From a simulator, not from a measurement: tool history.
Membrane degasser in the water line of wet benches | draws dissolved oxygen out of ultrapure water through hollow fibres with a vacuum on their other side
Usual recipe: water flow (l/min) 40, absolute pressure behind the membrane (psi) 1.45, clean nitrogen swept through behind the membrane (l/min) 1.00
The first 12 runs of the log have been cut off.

run,hour,water flow (l/min),absolute pressure behind the membrane (psi),clean nitrogen swept through behind the membrane (l/min),hours since the membrane was changed,hours since the vacuum gauge was calibrated,hours since the vacuum lines were made tight,dissolved oxygen in the water behind the degasser (ppb),pressure that the water loses in the fibres (psi)
# hour 1705.7: gauge calibrated
13,1850.6,40,1.45,1.34,2741,6039,6875,572.2,4.126
14,2005.3,40,1.45,1.34,2895,6194,7030,567.8,4.131
# hour 2091.1: seals of the vacuum lines changed
15,2187.1,40,1.45,1.34,3075,6374,96,565.4,4.107
16,2283.8,40,1.45,1.34,3172,6470,193,560.0,4.123
17,2490.3,40,1.78,0.63,3378,6677,399,1089.5,4.083
18,2643.1,58,1.78,2.48,3531,6830,552,897.7,5.894
19,2797.0,40,1.45,1.52,3685,6984,706,528.2,4.057
20,2928.9,48,1.33,1.00,3817,7115,838,790.1,4.902
21,3017.0,40,3.19,0.76,3905,7204,926,1678.4,4.083
22,3181.7,44,2.77,1.83,4070,7368,1091,953.1,4.463

Run 23, settings as shown, results not yet in. Your forecast:
23,3285.2,40,1.90,1.00,4173,7472,1194,?,?

{"run 23": {"dissolved oxygen in the water behind the degasser (ppb)": 884.7, "pressure that the water loses in the fibres (psi)": 4.047}}
If the tool had no hidden condition, the same run with the same run-to-run variation would have returned dissolved oxygen in the water behind the degasser (ppb) 882.8, pressure that the water loses in the fibres (psi) 4.148.

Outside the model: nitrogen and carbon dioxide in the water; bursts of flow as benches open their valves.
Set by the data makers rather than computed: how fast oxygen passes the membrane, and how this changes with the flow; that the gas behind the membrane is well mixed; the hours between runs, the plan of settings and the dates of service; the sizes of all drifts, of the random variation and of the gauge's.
